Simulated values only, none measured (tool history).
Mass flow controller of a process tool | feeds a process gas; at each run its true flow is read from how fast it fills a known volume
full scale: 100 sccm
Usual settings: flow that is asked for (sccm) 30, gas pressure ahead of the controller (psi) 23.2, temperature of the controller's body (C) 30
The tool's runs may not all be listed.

run	hour	flow that is asked for (sccm)	gas pressure ahead of the controller (psi)	temperature of the controller's body (C)	true flow (%)
1	0	30	23.2	30	99.82
2	293.1	30	23.2	30	99.67
3	581	30	23.2	23	100.35
4	1049.1	39	23.2	30	99.72
5	1435.2	39	23.2	30	99.73
6	1753	39	23.2	30	99.61
7	2081.1	39	23.2	30	99.53
8	2420.4	39	23.2	30	99.52
9	2667.1	64	30.5	31	99.62
10	3159.4	64	30.5	31	99.63
11	3560.9	64	30.5	31	99.64
12	4013.6	48	30.5	31	99.1
13	4402.5	15	38	25	96.01
14	4703.9	30	23.2	28	98.6
15	5207.1	13	29	22	95.57
16	5635	13	29	22	95.32

Forecast each of these 3 alternatives for the next run:
A	6141.3	35	23.2	30	?
B	6141.3	78	33.5	22	?
C	6141.3	17	36.5	26	?

run	true flow (%)
A	98.46
B	100.54
C	95.65
Without the tool's hidden state the same runs would have given:
run	true flow (%)
A	99.08
B	99.88
C	98.74
